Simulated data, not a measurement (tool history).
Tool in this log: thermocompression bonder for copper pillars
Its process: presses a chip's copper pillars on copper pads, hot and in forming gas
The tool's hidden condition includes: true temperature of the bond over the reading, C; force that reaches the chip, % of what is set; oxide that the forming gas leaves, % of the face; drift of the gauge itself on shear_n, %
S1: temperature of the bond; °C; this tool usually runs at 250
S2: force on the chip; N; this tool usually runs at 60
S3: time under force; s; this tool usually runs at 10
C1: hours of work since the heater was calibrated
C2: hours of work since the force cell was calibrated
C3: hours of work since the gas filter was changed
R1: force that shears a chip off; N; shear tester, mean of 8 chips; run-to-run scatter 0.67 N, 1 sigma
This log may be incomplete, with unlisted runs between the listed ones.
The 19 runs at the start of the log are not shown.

Run 20, hour 741.9: usual settings; C1 68; C2 409; C3 430. Result: R1 91.2 N.
At hour 762.1: forming gas filter changed.
Run 21, hour 794.6: usual settings but S1 270 °C, S2 75 N, S3 16 s; C1 106; C2 447; C3 24. Result: R1 110.1 N.
Run 22, hour 830.2: usual settings but S1 270 °C, S2 75 N, S3 16 s; C1 132; C2 473; C3 50. Result: R1 110.8 N.
Run 23, hour 860.6: usual settings but S1 234 °C, S2 49 N; C1 154; C2 496; C3 72. Result: R1 81.5 N.
Run 24, hour 884.3: usual settings but S1 226 °C, S3 7 s; C1 171; C2 513; C3 89. Result: R1 73.1 N.
At hour 922.4: heater calibrated with a thermocouple chip, once more.
Run 25, hour 938.5: usual settings but S1 234 °C, S2 44 N, S3 7 s; C1 12; C2 551; C3 128. Result: R1 50.3 N.
Run 26, hour 977.0: usual settings but S1 234 °C, S2 44 N, S3 7 s; C1 40; C2 579; C3 156. Result: R1 50.0 N.
Run 27, hour 1014.0: usual settings but S1 234 °C, S2 44 N, S3 7 s; C1 67; C2 606; C3 183. Result: R1 50.3 N.
Run 28, hour 1038.1: usual settings but S1 234 °C, S2 44 N, S3 7 s; C1 85; C2 624; C3 201. Result: R1 50.9 N.
Run 29, hour 1089.5: usual settings but S1 279 °C, S2 43 N, S3 6 s; C1 122; C2 662; C3 238. Result: R1 84.5 N.

Run 30 has not been measured yet. What should we expect?
Run 30, hour 1115.4: usual settings but S1 270 °C, S2 43 N, S3 8 s; C1 141; C2 681; C3 257. Result: R1 ?.

Run 30 came out at R1 83.5 N.
With no hidden state in the tool, this same run would have given R1 84.9 N.
